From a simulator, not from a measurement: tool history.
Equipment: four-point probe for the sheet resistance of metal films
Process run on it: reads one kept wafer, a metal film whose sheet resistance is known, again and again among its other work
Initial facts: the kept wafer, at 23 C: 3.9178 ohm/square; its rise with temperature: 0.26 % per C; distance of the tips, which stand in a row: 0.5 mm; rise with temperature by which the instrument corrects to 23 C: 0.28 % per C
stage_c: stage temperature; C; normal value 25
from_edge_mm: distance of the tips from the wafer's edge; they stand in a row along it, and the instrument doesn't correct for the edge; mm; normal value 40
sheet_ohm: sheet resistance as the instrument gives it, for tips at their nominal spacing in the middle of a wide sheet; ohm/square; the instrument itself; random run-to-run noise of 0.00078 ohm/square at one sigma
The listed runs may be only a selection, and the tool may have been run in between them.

run	day	stage_c	from_edge_mm	sheet_ohm
1	0	25	40	3.916483
2	3.558	25	7	3.92719
3	5.533	25	7	3.926443
4	8.717	25	7	3.926354
5	10.379	25	7	3.927192
6	13.342	25	7	3.927421
7	15.333	25	40	3.916017
8	17.446	25	40	3.91661
9	19.679	25	40	3.915149
10	22.571	25	40	3.91534
11	26.162	25	40	3.91652
12	29.867	25	40	3.915307
13	33.3	25	40	3.916385
14	36.267	25	40	3.916793
15	39.246	25	40	3.91527
16	41.517	25	40	3.915561
17	43.888	25	40	3.914992
18	47.167	25	40	3.915301
19	50.425	25	40	3.91613
20	54.317	25	70	3.915517
21	56.875	25	70	3.917517
22	59.508	25	70	3.91674
23	62.108	20	73	3.920643
24	63.717	20	73	3.921748
25	66.442	20	17	3.923156
26	68.888	22	3	3.976752
27	71.021	22	3	3.977005
28	74.717	22	4	3.95096
29	77.162	25	40	3.916691
30	80.171	21	8	3.927696
31	83.346	21	8	3.927479
32	86.65	21	8	3.926819
33	90.558	21	8	3.929004
34	93.221	25	48	3.916175
35	95.95	23	9	3.924145
36	99.158	35	61	3.907047
37	102.212	35	61	3.906542
38	105.129	25	4	3.949375
39	108.092	25	4	3.948881
40	111.958	25	4	3.94857
41	114.412	32	4	3.943381
42	117.979	32	4	3.942553
43	119.733	20	65	3.920453
44	122	27	16	3.916123

Not shown: 3 entries that the log had between the listed runs. Between which runs, and how does the tool's hidden state differ before and after?
Runs 13 to 14: stage's thermometer calibrated (day 35.088)
  the hidden state is the same at both runs
Runs 19 to 20: new probe head fitted (day 50.992)
  inner tips' distance over the nominal, %: -0.005 -> 0
Runs 41 to 42: new probe head fitted (day 115.967)
  inner tips' distance over the nominal, %: -0.005 -> 0.001
